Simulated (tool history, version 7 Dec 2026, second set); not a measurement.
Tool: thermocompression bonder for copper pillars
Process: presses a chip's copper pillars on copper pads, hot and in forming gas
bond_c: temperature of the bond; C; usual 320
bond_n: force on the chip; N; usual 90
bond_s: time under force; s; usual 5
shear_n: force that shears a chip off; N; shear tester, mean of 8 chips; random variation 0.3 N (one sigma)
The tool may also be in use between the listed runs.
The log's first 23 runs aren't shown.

{"day": 6.588, "done": "force cell calibrated, once more"}
{"run": 24, "day": 6.604, "bond_c": 310, "bond_n": 112, "bond_s": 4, "shear_n": 69.7}
{"run": 25, "day": 6.946, "bond_c": 310, "bond_n": 112, "bond_s": 4, "shear_n": 70.1}
{"run": 26, "day": 7.212, "bond_c": 297, "bond_n": 85, "bond_s": 7, "shear_n": 63.6}
{"run": 27, "day": 7.554, "bond_c": 296, "bond_n": 127, "bond_s": 10, "shear_n": 83.9}
{"run": 28, "day": 7.858, "bond_c": 323, "bond_n": 99, "bond_s": 4, "shear_n": 69.9}
{"run": 29, "day": 8.046, "bond_c": 320, "bond_n": 129, "bond_s": 3, "shear_n": 73.5}
{"run": 30, "day": 8.421, "bond_c": 304, "bond_n": 57, "bond_s": 3, "shear_n": 37.2}
{"day": 8.521, "done": "forming gas filter changed"}
{"run": 31, "day": 8.792, "bond_c": 346, "bond_n": 135, "bond_s": 3, "shear_n": 90.8}
{"run": 32, "day": 9.162, "bond_c": 346, "bond_n": 135, "bond_s": 3, "shear_n": 90.7}
{"run": 33, "day": 9.35, "bond_c": 326, "bond_n": 69, "bond_s": 3, "shear_n": 55.8}
{"run": 34, "day": 9.754, "bond_c": 299, "bond_n": 90, "bond_s": 4, "shear_n": 61.4}
{"run": 35, "day": 10.15, "bond_c": 346, "bond_n": 82, "bond_s": 4, "shear_n": 75.6}
{"run": 36, "day": 10.429, "bond_c": 346, "bond_n": 82, "bond_s": 4, "shear_n": 76.3}
{"run": 37, "day": 10.7, "bond_c": 324, "bond_n": 114, "bond_s": 5, "shear_n": 85.8}
{"run": 38, "day": 11.004, "bond_c": 349, "bond_n": 125, "bond_s": 13, "shear_n": 103.3}
{"run": 39, "day": 11.329, "bond_c": 334, "bond_n": 55, "bond_s": 6, "shear_n": 62.2}

Forecast each of these 3 alternatives for the next run:
{"run": "A", "day": 11.654, "bond_c": 320, "bond_n": 90, "bond_s": 8, "shear_n": "?"}
{"run": "B", "day": 11.654, "bond_c": 320, "bond_n": 87, "bond_s": 5, "shear_n": "?"}
{"run": "C", "day": 11.654, "bond_c": 328, "bond_n": 70, "bond_s": 15, "shear_n": "?"}

run=A shear_n=83.1
run=B shear_n=72.9
run=C shear_n=86.5
Without the tool's hidden state the same runs would have given:
run=A shear_n=82.9
run=B shear_n=72.5
run=C shear_n=86.5

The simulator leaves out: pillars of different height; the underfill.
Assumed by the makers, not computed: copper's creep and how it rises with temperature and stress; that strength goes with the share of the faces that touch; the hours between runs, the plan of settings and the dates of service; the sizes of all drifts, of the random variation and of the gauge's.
